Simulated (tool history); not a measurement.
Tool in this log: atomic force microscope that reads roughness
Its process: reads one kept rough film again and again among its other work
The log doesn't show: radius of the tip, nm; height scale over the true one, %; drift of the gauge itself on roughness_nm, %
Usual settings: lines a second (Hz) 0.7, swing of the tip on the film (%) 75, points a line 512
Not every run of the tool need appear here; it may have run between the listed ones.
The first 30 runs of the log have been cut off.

run    hour  lines a second (Hz)  swing of the tip on the film (%)  points a line  pictures with this tip  hours of work since the height scale was calibrated  roughness of the kept film (nm (root mean square))
        836  -- height scale calibrated on a step standard, once more
 31   870.8                0.787                                83            635                     290                                                   18                                               3.413
 32   887.7                0.605                                73            929                     309                                                   26                                               3.459
      899.5  -- new tip fitted
 33   917.3                0.546                                56            512                      20                                                   41                                               3.776
 34   941.6                  0.7                                66            265                      47                                                   54                                               3.726
 35   977.9                0.529                                56            414                      88                                                   72                                               3.719
 36   997.8                0.529                                56            414                     110                                                   83                                               3.694
 37  1025.5                3.341                                82            837                     141                                                   97                                               3.207
 38  1050.5                0.962                                75            512                     169                                                  109                                               3.548
 39  1072.9                0.962                                75            644                     195                                                  121                                               3.527
 40  1109.6                1.161                                83            282                     236                                                  140                                                3.38
 41  1144.9                1.161                                83            282                     275                                                  158                                               3.351
 42  1162.9                1.161                                83            282                     296                                                  167                                               3.334
     1187.4  -- new tip fitted
 43  1192.6                1.161                                83            282                       5                                                  182                                               3.617
 44  1226.1                0.691                                66            282                      43                                                  199                                               3.723

What if the next run were any one of these 4? Each begins from the tool's condition after run 44:
  A  1251.4                 2.62                                67            267                      71                                                  212                                                   ?
  B  1251.4                0.804                                66            282                      71                                                  212                                                   ?
  C  1251.4                 1.24                                75            512                      71                                                  212                                                   ?
  D  1251.4                2.854                                80            646                      71                                                  212                                                   ?

run  roughness of the kept film (nm (root mean square))
  A                                               3.557
  B                                               3.692
  C                                               3.622
  D                                               3.336
Without the tool's unlogged condition, the same runs would have read:
run  roughness of the kept film (nm (root mean square))
  A                                                3.64
  B                                               3.778
  C                                               3.706
  D                                               3.413
